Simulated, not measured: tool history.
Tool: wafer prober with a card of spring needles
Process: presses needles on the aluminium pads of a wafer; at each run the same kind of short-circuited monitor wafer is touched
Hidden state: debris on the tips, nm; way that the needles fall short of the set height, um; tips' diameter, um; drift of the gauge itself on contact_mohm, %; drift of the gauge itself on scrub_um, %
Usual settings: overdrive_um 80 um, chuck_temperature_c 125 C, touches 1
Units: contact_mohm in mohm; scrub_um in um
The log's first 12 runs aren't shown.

| run | day | overdrive_um | chuck_temperature_c | touches | touches since the tips were cleaned | cleanings since the card got new needles | touches since the first contact's height was set | contact_mohm | scrub_um |
|---|---|---|---|---|---|---|---|---|---|
|  | 5.792 | tips cleaned on abrasive film |
| 13 | 6.058 | 80 | 125 | 1 | 1428 | 11 | 104819 | 391 | 13.19 |
| 14 | 6.567 | 80 | 125 | 1 | 4154 | 11 | 107545 | 463 | 13.18 |
| 15 | 6.921 | 80 | 125 | 1 | 6078 | 11 | 109469 | 486 | 13.19 |
|  | 7.454 | tips cleaned on abrasive film |
| 16 | 7.633 | 80 | 125 | 1 | 973 | 12 | 113280 | 365 | 13.19 |
| 17 | 8.358 | 80 | 32 | 1 | 4859 | 12 | 117166 | 474 | 13.19 |
| 18 | 8.912 | 80 | 59 | 1 | 7860 | 12 | 120167 | 492 | 13.18 |
|  | 9.088 | tips cleaned on abrasive film |
| 19 | 9.554 | 96 | 86 | 1 | 2533 | 13 | 123601 | 384 | 15.84 |
| 20 | 10.104 | 83 | 79 | 2 | 5482 | 13 | 126550 | 386 | 13.66 |
|  | 10.717 | tips cleaned on abrasive film |
| 21 | 10.758 | 83 | 79 | 2 | 222 | 14 | 130047 | 281 | 13.68 |
| 22 | 11.383 | 74 | 81 | 2 | 3587 | 14 | 133412 | 399 | 12.15 |
| 23 | 11.896 | 74 | 51 | 1 | 6339 | 14 | 136164 | 529 | 12.15 |
|  | 12.35 | tips cleaned on abrasive film |
| 24 | 12.446 | 74 | 51 | 1 | 531 | 15 | 139120 | 347 | 12.14 |
| 25 | 12.95 | 77 | 75 | 1 | 3243 | 15 | 141832 | 471 | 12.65 |
| 26 | 13.262 | 80 | 36 | 1 | 4915 | 15 | 143504 | 482 | 13.17 |
| 27 | 13.938 | 64 | 36 | 2 | 8547 | 15 | 147136 | 484 | 10.46 |
|  | 13.983 | tips cleaned on abrasive film |
| 28 | 14.45 | 90 | 55 | 2 | 2517 | 16 | 149878 | 338 | 14.8 |
| 29 | 14.95 | 90 | 55 | 2 | 5212 | 16 | 152573 | 365 | 14.79 |
| 30 | 15.429 | 80 | 40 | 1 | 7787 | 16 | 155148 | 498 | 13.14 |
|  | 15.629 | tips cleaned on abrasive film |
|  | 15.75 | height of the first contact set anew |
| 31 | 15.75 | 66 | 40 | 3 | 577 | 17 | 0 | 296 | 11.03 |
| 32 | 16.267 | 66 | 40 | 3 | 3353 | 17 | 2776 | 363 | 11.05 |
| 33 | 16.608 | 68 | 40 | 3 | 5200 | 17 | 4623 | 366 | 11.39 |

Forecast run 34:
| 34 | 16.962 | 92 | 30 | 2 | 7106 | 17 | 6529 | ? | ? |

{"run 34": {"contact_mohm": 359, "scrub_um": 15.39}}
Without the tool's hidden state the same run would have given contact_mohm 248 mohm, scrub_um 15.39 um.
